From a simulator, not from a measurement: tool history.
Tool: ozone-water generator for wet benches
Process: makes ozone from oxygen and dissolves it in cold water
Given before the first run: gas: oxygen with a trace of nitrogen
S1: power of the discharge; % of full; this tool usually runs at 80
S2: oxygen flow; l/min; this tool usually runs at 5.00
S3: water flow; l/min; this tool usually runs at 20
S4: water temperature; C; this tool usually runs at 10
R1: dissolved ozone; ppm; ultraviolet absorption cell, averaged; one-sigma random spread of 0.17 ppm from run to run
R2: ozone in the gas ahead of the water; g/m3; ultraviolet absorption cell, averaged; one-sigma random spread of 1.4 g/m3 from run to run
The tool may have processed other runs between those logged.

Run 1, hour 0.0: usual settings. Result: R1 23.0 ppm, R2 264.2 g/m3.
Run 2, hour 54.4: usual settings. Result: R1 23.4 ppm, R2 262.9 g/m3.
Run 3, hour 115.3: usual settings. Result: R1 23.0 ppm, R2 265.8 g/m3.
Run 4, hour 238.0: usual settings but S2 7.00 l/min. Result: R1 24.7 ppm, R2 234.8 g/m3.
Run 5, hour 299.5: usual settings but S2 7.00 l/min. Result: R1 24.8 ppm, R2 232.9 g/m3.
Run 6, hour 379.7: usual settings. Result: R1 22.7 ppm, R2 262.2 g/m3.
Run 7, hour 442.0: usual settings but S3 14 l/min. Result: R1 30.9 ppm, R2 265.8 g/m3.
Run 8, hour 538.9: usual settings but S3 29 l/min. Result: R1 15.8 ppm, R2 265.1 g/m3.
Run 9, hour 656.9: usual settings but S3 29 l/min. Result: R1 15.8 ppm, R2 264.9 g/m3.
Run 10, hour 735.0: usual settings but S3 29 l/min. Result: R1 15.8 ppm, R2 267.2 g/m3.
Run 11, hour 810.1: usual settings but S3 29 l/min. Result: R1 16.1 ppm, R2 266.6 g/m3.
Run 12, hour 905.5: usual settings but S3 29 l/min. Result: R1 16.0 ppm, R2 268.4 g/m3.
Run 13, hour 990.1: usual settings but S3 29 l/min. Result: R1 16.0 ppm, R2 267.4 g/m3.
Run 14, hour 1054.2: usual settings but S3 18 l/min. Result: R1 25.4 ppm, R2 269.4 g/m3.
Run 15, hour 1154.5: usual settings. Result: R1 22.8 ppm, R2 265.6 g/m3.
Run 16, hour 1236.3: usual settings. Result: R1 22.9 ppm, R2 268.2 g/m3.
Run 17, hour 1288.2: usual settings. Result: R1 22.8 ppm, R2 267.0 g/m3.
Run 18, hour 1355.9: usual settings but S1 75 % of full, S4 5 C. Result: R1 23.3 ppm, R2 253.2 g/m3.
Run 19, hour 1428.9: usual settings but S2 6.17 l/min, S3 14 l/min. Result: R1 32.4 ppm, R2 249.2 g/m3.
Run 20, hour 1541.2: usual settings but S1 63 % of full, S2 5.12 l/min, S3 24 l/min, S4 6 C. Result: R1 16.4 ppm, R2 215.7 g/m3.
Run 21, hour 1649.7: usual settings but S1 63 % of full, S2 5.12 l/min, S3 24 l/min, S4 6 C. Result: R1 16.4 ppm, R2 217.2 g/m3.
Run 22, hour 1727.9: usual settings but S3 14 l/min, S4 7 C. Result: R1 32.5 ppm, R2 268.6 g/m3.
Run 23, hour 1791.6: usual settings but S3 14 l/min, S4 7 C. Result: R1 32.8 ppm, R2 267.6 g/m3.
Run 24, hour 1886.1: usual settings but S1 52 % of full, S2 4.21 l/min, S3 18 l/min, S4 7 C. Result: R1 17.2 ppm, R2 197.2 g/m3.
Run 25, hour 1949.3: usual settings but S1 62 % of full, S2 4.20 l/min, S4 8 C. Result: R1 17.9 ppm, R2 228.2 g/m3.
Run 26, hour 2004.4: usual settings but S1 62 % of full, S2 4.20 l/min, S4 8 C. Result: R1 17.9 ppm, R2 227.7 g/m3.
At hour 2098.4: contactor cleaned.
Run 27, hour 2098.6: usual settings but S4 16 C. Result: R1 20.9 ppm, R2 270.1 g/m3.
Run 28, hour 2150.7: usual settings but S1 70 % of full, S3 15 l/min, S4 16 C. Result: R1 23.8 ppm, R2 240.1 g/m3.
Run 29, hour 2251.4: usual settings but S1 81 % of full, S2 2.61 l/min, S3 28 l/min, S4 12 C. Result: R1 12.9 ppm, R2 344.4 g/m3.
Run 30, hour 2306.5: usual settings but S1 79 % of full, S3 17 l/min, S4 8 C. Result: R1 27.1 ppm, R2 267.7 g/m3.
Run 31, hour 2402.9: usual settings but S1 59 % of full, S2 3.27 l/min, S4 11 C. Result: R1 15.3 ppm, R2 239.2 g/m3.
Run 32, hour 2457.9: usual settings but S1 58 % of full, S2 3.27 l/min, S4 13 C. Result: R1 14.8 ppm, R2 238.9 g/m3.

Each row is a separate what-if for the run after 32, all from the same tool condition, not one after another. Results?
Run A, hour 2553.2: usual settings but S2 6.13 l/min. Result: R1 ?, R2 ?.
Run B, hour 2553.2: usual settings but S3 17 l/min, S4 15 C. Result: R1 ?, R2 ?.
Run C, hour 2553.2: usual settings but S1 42 % of full. Result: R1 ?, R2 ?.
Run D, hour 2553.2: usual settings but S1 49 % of full, S3 14 l/min. Result: R1 ?, R2 ?.
Run E, hour 2553.2: usual settings but S1 67 % of full, S2 4.05 l/min, S4 6 C. Result: R1 ?, R2 ?.

run    R1     R2
  A  24.0  249.6
  B  24.6  268.8
  C  13.1  153.0
  D  20.4  176.9
  E  19.1  249.6
With no hidden state in the tool, these same runs would have given:
run    R1     R2
  A  24.0  243.7
  B  24.6  262.4
  C  13.1  149.3
  D  20.4  172.7
  E  19.1  243.7

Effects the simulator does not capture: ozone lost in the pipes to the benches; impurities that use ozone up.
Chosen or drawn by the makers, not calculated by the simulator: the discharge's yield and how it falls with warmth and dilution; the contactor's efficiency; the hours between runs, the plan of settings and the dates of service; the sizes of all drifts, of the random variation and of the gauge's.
